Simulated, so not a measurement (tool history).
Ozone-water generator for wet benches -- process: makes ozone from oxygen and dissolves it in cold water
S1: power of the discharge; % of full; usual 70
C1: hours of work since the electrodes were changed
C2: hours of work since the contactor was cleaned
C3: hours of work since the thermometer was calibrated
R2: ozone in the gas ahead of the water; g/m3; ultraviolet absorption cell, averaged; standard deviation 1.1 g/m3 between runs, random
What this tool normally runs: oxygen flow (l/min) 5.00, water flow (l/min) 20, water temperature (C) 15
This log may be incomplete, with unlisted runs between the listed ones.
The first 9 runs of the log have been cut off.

{"run": 10, "hour": 354.9, "S1": 86, "oxygen flow (l/min)": 5.0, "water flow (l/min)": 20, "water temperature (C)": 15, "C1": 1751, "C2": 82, "C3": 3346, "dissolved ozone (ppm)": 23.7, "R2": 242.3}
{"run": 11, "hour": 387.0, "S1": 70, "oxygen flow (l/min)": 5.0, "water flow (l/min)": 20, "water temperature (C)": 15, "C1": 1777, "C2": 108, "C3": 3371, "dissolved ozone (ppm)": 19.8, "R2": 201.4}
{"run": 12, "hour": 419.2, "S1": 70, "oxygen flow (l/min)": 4.38, "water flow (l/min)": 20, "water temperature (C)": 15, "C1": 1803, "C2": 133, "C3": 3397, "dissolved ozone (ppm)": 19.3, "R2": 214.7}
{"run": 13, "hour": 457.1, "S1": 70, "oxygen flow (l/min)": 4.38, "water flow (l/min)": 20, "water temperature (C)": 15, "C1": 1833, "C2": 163, "C3": 3427, "dissolved ozone (ppm)": 19.8, "R2": 214.3}
{"run": 14, "hour": 489.3, "S1": 70, "oxygen flow (l/min)": 4.38, "water flow (l/min)": 20, "water temperature (C)": 15, "C1": 1859, "C2": 189, "C3": 3453, "dissolved ozone (ppm)": 19.6, "R2": 215.6}
{"run": 15, "hour": 527.8, "S1": 70, "oxygen flow (l/min)": 5.0, "water flow (l/min)": 20, "water temperature (C)": 15, "C1": 1889, "C2": 220, "C3": 3484, "dissolved ozone (ppm)": 19.6, "R2": 202.7}
{"run": 16, "hour": 574.6, "S1": 70, "oxygen flow (l/min)": 5.0, "water flow (l/min)": 20, "water temperature (C)": 15, "C1": 1927, "C2": 257, "C3": 3521, "dissolved ozone (ppm)": 19.6, "R2": 203.6}
{"run": 17, "hour": 617.1, "S1": 70, "oxygen flow (l/min)": 5.0, "water flow (l/min)": 20, "water temperature (C)": 15, "C1": 1961, "C2": 291, "C3": 3555, "dissolved ozone (ppm)": 19.9, "R2": 202.6}
{"run": 18, "hour": 637.5, "S1": 59, "oxygen flow (l/min)": 6.64, "water flow (l/min)": 19, "water temperature (C)": 15, "C1": 1977, "C2": 307, "C3": 3571, "dissolved ozone (ppm)": 18.2, "R2": 151.1}
{"run": 19, "hour": 664.7, "S1": 51, "oxygen flow (l/min)": 3.83, "water flow (l/min)": 27, "water temperature (C)": 13, "C1": 1998, "C2": 329, "C3": 3593, "dissolved ozone (ppm)": 10.9, "R2": 174.8}
{"run": 20, "hour": 704.2, "S1": 51, "oxygen flow (l/min)": 3.83, "water flow (l/min)": 27, "water temperature (C)": 13, "C1": 2030, "C2": 360, "C3": 3624, "dissolved ozone (ppm)": 11.0, "R2": 176.0}
{"run": 21, "hour": 753.0, "S1": 76, "oxygen flow (l/min)": 4.01, "water flow (l/min)": 20, "water temperature (C)": 7, "C1": 2069, "C2": 399, "C3": 3663, "dissolved ozone (ppm)": 23.0, "R2": 243.0}
{"run": 22, "hour": 788.1, "S1": 55, "oxygen flow (l/min)": 3.14, "water flow (l/min)": 16, "water temperature (C)": 8, "C1": 2097, "C2": 427, "C3": 3691, "dissolved ozone (ppm)": 20.0, "R2": 208.5}
{"run": 23, "hour": 815.8, "S1": 55, "oxygen flow (l/min)": 4.69, "water flow (l/min)": 20, "water temperature (C)": 18, "C1": 2119, "C2": 449, "C3": 3713, "dissolved ozone (ppm)": 15.1, "R2": 171.2}
{"run": 24, "hour": 840.6, "S1": 55, "oxygen flow (l/min)": 4.69, "water flow (l/min)": 17, "water temperature (C)": 7, "C1": 2139, "C2": 469, "C3": 3733, "dissolved ozone (ppm)": 20.1, "R2": 169.7}
{"run": 25, "hour": 884.6, "S1": 57, "oxygen flow (l/min)": 4.69, "water flow (l/min)": 22, "water temperature (C)": 7, "C1": 2174, "C2": 504, "C3": 3768, "dissolved ozone (ppm)": 16.4, "R2": 174.0}
{"run": 26, "hour": 914.0, "S1": 57, "oxygen flow (l/min)": 5.38, "water flow (l/min)": 22, "water temperature (C)": 22, "C1": 2197, "C2": 528, "C3": 3792, "dissolved ozone (ppm)": 14.1, "R2": 163.2}
{"run": 27, "hour": 936.9, "S1": 70, "oxygen flow (l/min)": 4.3, "water flow (l/min)": 20, "water temperature (C)": 15, "C1": 2216, "C2": 546, "C3": 3810, "dissolved ozone (ppm)": 19.4, "R2": 222.2}
{"run": 28, "hour": 964.2, "S1": 70, "oxygen flow (l/min)": 5.5, "water flow (l/min)": 16, "water temperature (C)": 8, "C1": 2237, "C2": 568, "C3": 3832, "dissolved ozone (ppm)": 26.5, "R2": 193.1}
{"run": 29, "hour": 991.9, "S1": 70, "oxygen flow (l/min)": 6.79, "water flow (l/min)": 16, "water temperature (C)": 7, "C1": 2259, "C2": 590, "C3": 3854, "dissolved ozone (ppm)": 27.1, "R2": 177.6}
{"run": 30, "hour": 1016.6, "S1": 70, "oxygen flow (l/min)": 6.79, "water flow (l/min)": 16, "water temperature (C)": 7, "C1": 2279, "C2": 610, "C3": 3873, "dissolved ozone (ppm)": 26.8, "R2": 176.1}
{"run": 31, "hour": 1038.1, "S1": 72, "oxygen flow (l/min)": 6.38, "water flow (l/min)": 24, "water temperature (C)": 12, "C1": 2296, "C2": 627, "C3": 3891, "dissolved ozone (ppm)": 18.6, "R2": 185.7}
{"hour": 1055.4, "done": "gauge calibrated"}
{"run": 32, "hour": 1087.4, "S1": 72, "oxygen flow (l/min)": 6.38, "water flow (l/min)": 24, "water temperature (C)": 12, "C1": 2336, "C2": 666, "C3": 3930, "dissolved ozone (ppm)": 18.5, "R2": 181.8}
{"run": 33, "hour": 1122.6, "S1": 72, "oxygen flow (l/min)": 6.38, "water flow (l/min)": 24, "water temperature (C)": 12, "C1": 2364, "C2": 694, "C3": 3958, "dissolved ozone (ppm)": 18.4, "R2": 180.8}

Forecast each of these 3 alternatives for the next run:
{"run": "A", "hour": 1143.8, "S1": 61, "oxygen flow (l/min)": 5.0, "water flow (l/min)": 20, "water temperature (C)": 15, "C1": 2381, "C2": 711, "C3": 3975, "dissolved ozone (ppm)": "?", "R2": "?"}
{"run": "B", "hour": 1143.8, "S1": 47, "oxygen flow (l/min)": 5.0, "water flow (l/min)": 24, "water temperature (C)": 15, "C1": 2381, "C2": 711, "C3": 3975, "dissolved ozone (ppm)": "?", "R2": "?"}
{"run": "C", "hour": 1143.8, "S1": 72, "oxygen flow (l/min)": 6.93, "water flow (l/min)": 24, "water temperature (C)": 18, "C1": 2381, "C2": 711, "C3": 3975, "dissolved ozone (ppm)": "?", "R2": "?"}

run=A dissolved_ozone_(ppm)=17.5 R2=175.3
run=B dissolved_ozone_(ppm)=11.7 R2=140.4
run=C dissolved_ozone_(ppm)=17.0 R2=175.1
What these runs would have given with no unlogged condition in the tool:
run=A dissolved_ozone_(ppm)=17.5 R2=175.0
run=B dissolved_ozone_(ppm)=11.7 R2=140.1
run=C dissolved_ozone_(ppm)=17.0 R2=174.8
